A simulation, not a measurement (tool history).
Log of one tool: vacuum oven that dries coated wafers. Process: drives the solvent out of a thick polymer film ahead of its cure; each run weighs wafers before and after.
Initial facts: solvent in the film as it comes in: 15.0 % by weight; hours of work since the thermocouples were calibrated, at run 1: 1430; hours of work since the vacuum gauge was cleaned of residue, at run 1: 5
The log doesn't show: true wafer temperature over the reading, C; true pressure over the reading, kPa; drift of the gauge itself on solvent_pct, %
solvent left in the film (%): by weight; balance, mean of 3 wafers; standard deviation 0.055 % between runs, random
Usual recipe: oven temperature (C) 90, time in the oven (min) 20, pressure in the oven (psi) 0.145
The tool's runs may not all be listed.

run	hour	oven temperature (C)	time in the oven (min)	pressure in the oven (psi)	hours of work since the thermocouples were calibrated	hours of work since the vacuum gauge was cleaned of residue	solvent left in the film (%)
1	0.0	90	20	0.145	1430	5	2.75
2	14.3	90	20	0.145	1438	13	2.76
3	24.0	90	20	0.145	1444	19	2.77
4	33.4	78	20	0.145	1449	24	6.44
5	46.2	85	20	0.145	1457	32	4.30
6	59.6	90	20	0.145	1465	40	2.83
7	77.6	90	29	0.145	1475	50	1.65
8	96.9	90	20	0.145	1486	61	2.90
9	107.6	90	20	0.145	1493	68	2.92
10	125.4	101	20	0.145	1503	78	0.75
11	140.0	101	20	0.145	1512	87	0.83
12	153.2	101	20	0.145	1519	94	0.78
13	168.8	101	20	0.145	1529	104	0.77
14	179.3	101	20	0.145	1535	110	0.77
15	197.8	90	20	0.379	1546	121	3.60
16	206.8	90	20	0.379	1551	126	3.67
17	214.8	90	20	0.379	1556	131	3.62
18	224.1	90	20	0.097	1561	136	2.72
19	238.6	90	20	0.097	1569	144	2.79
20	252.7	90	20	0.302	1578	153	3.38
21	268.6	90	27	0.094	1587	162	1.70
22	278.8	90	19	0.437	1593	168	4.07
23	291.6	90	18	0.145	1600	175	3.28
24	299.9	79	18	0.178	1605	180	6.84
25	315.8	79	18	0.178	1615	190	6.79
26	328.6	100	19	0.113	1622	197	0.90
27	338.1	100	17	0.173	1628	203	1.27
28	346.4	90	12	0.145	1633	208	5.08
29	356.8	90	36	0.145	1639	214	1.19
30	374.9	90	36	0.145	1649	224	1.19
31	394.3	101	36	0.442	1661	236	1.25
32	412.7	90	23	0.096	1671	246	2.19
33	426.1	94	20	0.273	1679	254	2.35
34	443.8	94	20	0.273	1690	265	2.30
35	463.1	90	20	0.078	1701	276	2.65
36	481.1	103	20	0.358	1712	287	1.20
37	490.8	77	20	0.410	1717	292	8.23
# hour 497.6: oven's thermocouples calibrated
38	506.6	89	17	0.145	5	300	3.47
39	526.4	76	12	0.451	17	312	9.69

Each row is a separate what-if for the run after 39, all from the same tool condition, not one after another. Results?
A	537.8	87	12	0.451	24	319	?
B	537.8	87	20	0.390	24	319	?
C	537.8	90	10	0.145	24	319	?
D	537.8	91	25	0.451	24	319	?

run	solvent left in the film (%)
A	6.60
B	4.36
C	5.42
D	2.79
What these runs would have given with no unlogged condition in the tool:
run	solvent left in the film (%)
A	6.34
B	4.10
C	5.18
D	2.58
